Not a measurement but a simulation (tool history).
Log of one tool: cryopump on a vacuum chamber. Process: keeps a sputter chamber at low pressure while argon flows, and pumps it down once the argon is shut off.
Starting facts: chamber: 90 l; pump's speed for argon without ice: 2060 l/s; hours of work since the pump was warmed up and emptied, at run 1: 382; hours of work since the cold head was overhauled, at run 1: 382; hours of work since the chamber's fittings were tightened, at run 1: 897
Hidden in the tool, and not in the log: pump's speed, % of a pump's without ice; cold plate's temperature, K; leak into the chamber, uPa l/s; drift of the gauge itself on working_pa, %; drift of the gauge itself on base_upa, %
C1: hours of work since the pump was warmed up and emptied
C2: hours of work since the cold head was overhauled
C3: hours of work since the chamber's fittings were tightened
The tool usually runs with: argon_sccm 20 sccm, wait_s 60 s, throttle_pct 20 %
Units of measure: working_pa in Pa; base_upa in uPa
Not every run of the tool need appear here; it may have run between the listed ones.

Run 1, hour 0: usual settings; C1 382; C2 382; C3 897. Result: working_pa 0.0832 Pa, base_upa 1.72 uPa.
Run 2, hour 22.8: usual settings; C1 397; C2 397; C3 912. Result: working_pa 0.0839 Pa, base_upa 1.77 uPa.
Run 3, hour 42.3: usual settings; C1 410; C2 410; C3 926. Result: working_pa 0.0835 Pa, base_upa 1.73 uPa.
Run 4, hour 67: usual settings but throttle_pct 17 %; C1 427; C2 427; C3 942. Result: working_pa 0.0987 Pa, base_upa 1.74 uPa.
Run 5, hour 85: usual settings but throttle_pct 17 %; C1 439; C2 439; C3 954. Result: working_pa 0.0989 Pa, base_upa 1.81 uPa.
Run 6, hour 100: usual settings; C1 449; C2 449; C3 964. Result: working_pa 0.0844 Pa, base_upa 1.78 uPa.
Run 7, hour 129.9: usual settings; C1 469; C2 469; C3 984. Result: working_pa 0.0843 Pa, base_upa 1.79 uPa.
Run 8, hour 163.1: usual settings; C1 491; C2 491; C3 1007. Result: working_pa 0.0841 Pa, base_upa 1.88 uPa.
Run 9, hour 193.4: usual settings; C1 512; C2 512; C3 1027. Result: working_pa 0.0851 Pa, base_upa 1.88 uPa.
Run 10, hour 214.7: usual settings; C1 526; C2 526; C3 1041. Result: working_pa 0.0838 Pa, base_upa 1.9 uPa.
Run 11, hour 242.4: usual settings but wait_s 260 s; C1 544; C2 544; C3 1060. Result: working_pa 0.0842 Pa, base_upa 1.3 uPa.
Run 12, hour 267.2: usual settings but wait_s 260 s; C1 561; C2 561; C3 1076. Result: working_pa 0.0845 Pa, base_upa 1.25 uPa.
Run 13, hour 288: usual settings; C1 575; C2 575; C3 1090. Result: working_pa 0.0842 Pa, base_upa 1.97 uPa.
Run 14, hour 307.3: usual settings; C1 588; C2 588; C3 1103. Result: working_pa 0.0843 Pa, base_upa 1.96 uPa.
Run 15, hour 323.9: usual settings; C1 599; C2 599; C3 1114. Result: working_pa 0.0846 Pa, base_upa 1.94 uPa.
Run 16, hour 356.2: usual settings; C1 621; C2 621; C3 1136. Result: working_pa 0.085 Pa, base_upa 1.95 uPa.
Run 17, hour 389.8: usual settings; C1 643; C2 643; C3 1158. Result: working_pa 0.085 Pa, base_upa 1.98 uPa.
Run 18, hour 408.5: usual settings; C1 656; C2 656; C3 1171. Result: working_pa 0.0858 Pa, base_upa 2.04 uPa.
Run 19, hour 440.2: usual settings but argon_sccm 9 sccm, wait_s 50 s, throttle_pct 31 %; C1 677; C2 677; C3 1192. Result: working_pa 0.025 Pa, base_upa 2.21 uPa.
Run 20, hour 462: usual settings but argon_sccm 31 sccm, wait_s 109 s, throttle_pct 24 %; C1 692; C2 692; C3 1207. Result: working_pa 0.1112 Pa, base_upa 1.67 uPa.
Run 21, hour 489.5: usual settings but argon_sccm 31 sccm, wait_s 109 s, throttle_pct 24 %; C1 710; C2 710; C3 1225. Result: working_pa 0.1112 Pa, base_upa 1.74 uPa.
Run 22, hour 505.2: usual settings but throttle_pct 46 %; C1 721; C2 721; C3 1236. Result: working_pa 0.0396 Pa, base_upa 2.12 uPa.
Run 23, hour 532.4: usual settings but argon_sccm 11 sccm, wait_s 84 s, throttle_pct 43 %; C1 739; C2 739; C3 1254. Result: working_pa 0.0224 Pa, base_upa 1.88 uPa.
Run 24, hour 555.1: usual settings but wait_s 22 s; C1 754; C2 754; C3 1269. Result: working_pa 0.0856 Pa, base_upa 3.65 uPa.
Run 25, hour 578.8: usual settings but wait_s 22 s; C1 770; C2 770; C3 1285. Result: working_pa 0.0851 Pa, base_upa 3.62 uPa.
Run 26, hour 609.7: usual settings but argon_sccm 35 sccm, wait_s 35 s, throttle_pct 23 %; C1 791; C2 791; C3 1306. Result: working_pa 0.1315 Pa, base_upa 2.8 uPa.
Run 27, hour 642.9: usual settings but wait_s 46 s; C1 813; C2 813; C3 1328. Result: working_pa 0.086 Pa, base_upa 2.49 uPa.
Run 28, hour 669.6: usual settings but wait_s 46 s; C1 831; C2 831; C3 1346. Result: working_pa 0.0862 Pa, base_upa 2.55 uPa.
Run 29, hour 693.7: usual settings but argon_sccm 14 sccm, wait_s 25 s; C1 847; C2 847; C3 1362. Result: working_pa 0.06 Pa, base_upa 3.47 uPa.
Run 30, hour 726.8: usual settings but wait_s 76 s, throttle_pct 17 %; C1 869; C2 869; C3 1384. Result: working_pa 0.1007 Pa, base_upa 2.16 uPa.
Run 31, hour 741.1: usual settings but argon_sccm 11 sccm, wait_s 133 s, throttle_pct 46 %; C1 879; C2 879; C3 1394. Result: working_pa 0.022 Pa, base_upa 1.76 uPa.
Run 32, hour 770.9: usual settings but argon_sccm 26 sccm, wait_s 43 s, throttle_pct 38 %; C1 899; C2 899; C3 1414. Result: working_pa 0.0625 Pa, base_upa 2.58 uPa.
Run 33, hour 790.4: usual settings but argon_sccm 39 sccm, wait_s 287 s, throttle_pct 51 %; C1 912; C2 912; C3 1427. Result: working_pa 0.0715 Pa, base_upa 1.69 uPa.
Run 34, hour 817.8: usual settings but argon_sccm 39 sccm, wait_s 65 s, throttle_pct 31 %; C1 930; C2 930; C3 1445. Result: working_pa 0.1125 Pa, base_upa 2.32 uPa.

Each row is a separate what-if for the run after 34, all from the same tool condition, not one after another. Results?
Run A, hour 839.8: usual settings but argon_sccm 29 sccm, wait_s 27 s, throttle_pct 15 %; C1 945; C2 945; C3 1460. Result: working_pa ?, base_upa ?.
Run B, hour 839.8: usual settings but argon_sccm 39 sccm, wait_s 132 s, throttle_pct 31 %; C1 945; C2 945; C3 1460. Result: working_pa ?, base_upa ?.
Run C, hour 839.8: usual settings but argon_sccm 9 sccm, wait_s 67 s, throttle_pct 24 %; C1 945; C2 945; C3 1460. Result: working_pa ?, base_upa ?.

run  working_pa  base_upa
  A      0.1655      3.42
  B      0.1129      1.96
  C      0.0331      2.31
Had the tool no hidden state, the same runs would have come out as:
run  working_pa  base_upa
  A      0.1584      1.99
  B      0.1035      0.52
  C      0.0309      0.88
